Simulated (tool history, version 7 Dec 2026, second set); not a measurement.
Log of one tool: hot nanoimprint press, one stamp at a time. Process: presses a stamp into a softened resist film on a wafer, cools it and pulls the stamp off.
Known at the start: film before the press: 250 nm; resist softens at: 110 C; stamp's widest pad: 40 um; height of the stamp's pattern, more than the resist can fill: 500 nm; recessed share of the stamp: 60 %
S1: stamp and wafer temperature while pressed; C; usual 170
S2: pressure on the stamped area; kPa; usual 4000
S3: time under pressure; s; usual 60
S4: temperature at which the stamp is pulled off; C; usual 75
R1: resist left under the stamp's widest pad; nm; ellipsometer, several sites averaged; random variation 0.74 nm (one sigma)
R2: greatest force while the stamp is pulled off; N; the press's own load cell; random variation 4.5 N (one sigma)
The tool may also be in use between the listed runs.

run,hour,S1,S2,S3,S4,R1,R2
1,0.0,170,4000,60,75,136.1,217
2,13.8,176,4000,60,75,102.0,223
3,23.9,176,4000,60,75,102.0,224
4,35.5,176,3990,60,75,103.5,216
5,48.8,170,4000,60,75,137.0,219
6,59.5,170,4000,60,75,136.7,214
7,67.0,170,4000,60,75,135.6,221
8,80.1,170,4000,60,75,137.3,213
9,90.7,170,4000,60,75,137.4,223
10,103.0,170,2860,60,75,157.3,221
11,116.2,170,4000,81,75,125.0,223
# hour 125.9: plate thermocouple calibrated
12,129.2,170,4000,60,75,135.8,218
13,135.5,177,4000,82,75,86.8,224
14,143.5,161,3610,32,76,218.1,218
15,152.4,170,4000,60,80,135.3,190
16,163.6,170,4000,33,80,161.4,191
17,176.4,170,4000,33,80,161.4,202
18,187.2,170,3870,33,64,162.6,269
19,196.0,170,3870,33,64,162.3,269
20,208.5,170,3870,33,64,160.8,275
21,218.7,170,4490,55,69,131.5,249
22,227.4,170,4490,33,69,153.0,253
23,238.0,168,4000,60,61,147.1,281
24,246.2,179,3240,60,81,97.9,185

Forecast each of these 5 alternatives for the next run:
A,256.8,174,3240,60,80,?,?
B,256.8,159,3240,60,79,?,?
C,256.8,177,5040,60,81,?,?
D,256.8,170,4000,70,66,?,?
E,256.8,162,3240,60,69,?,?

run,R1,R2
A,123.1,196
B,212.7,196
C,85.1,193
D,128.6,261
E,196.8,246
Without the tool's hidden state the same runs would have given:
run,R1,R2
A,125.7,195
B,217.2,195
C,86.8,192
D,131.2,259
E,201.0,245
